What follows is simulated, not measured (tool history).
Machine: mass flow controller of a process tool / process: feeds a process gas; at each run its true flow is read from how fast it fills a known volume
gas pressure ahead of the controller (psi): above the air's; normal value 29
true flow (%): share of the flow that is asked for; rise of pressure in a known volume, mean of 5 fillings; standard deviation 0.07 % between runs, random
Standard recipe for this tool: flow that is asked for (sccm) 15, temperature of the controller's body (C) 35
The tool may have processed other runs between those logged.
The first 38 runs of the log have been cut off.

run,hour,flow that is asked for (sccm),gas pressure ahead of the controller (psi),temperature of the controller's body (C),true flow (%)
39,6841.6,30,26.3,22,97.66
40,7074.2,30,26.3,22,97.49
41,7232.2,42,29,39,96.68
42,7477.9,42,29,39,96.6
43,7677.5,42,29,39,96.72
44,7864,42,29,39,96.44
# hour 7903.7: gauge calibrated
45,8115.4,42,29,39,98.74
46,8234.6,42,29,39,98.58
47,8377.2,24,33.6,36,98.64
48,8591.1,26,20.5,22,99.08

What if the next run were any one of these 3? Each begins from the tool's condition after run 48:
A,8720.9,21,21.3,37,?
B,8720.9,31,27,35,?
C,8720.9,5,25.2,35,?

run,true flow (%)
A,97.96
B,98.44
C,97.8
Take away the tool's hidden state, keep each run's random variation, and the runs would have read:
run,true flow (%)
A,98.17
B,98.65
C,98

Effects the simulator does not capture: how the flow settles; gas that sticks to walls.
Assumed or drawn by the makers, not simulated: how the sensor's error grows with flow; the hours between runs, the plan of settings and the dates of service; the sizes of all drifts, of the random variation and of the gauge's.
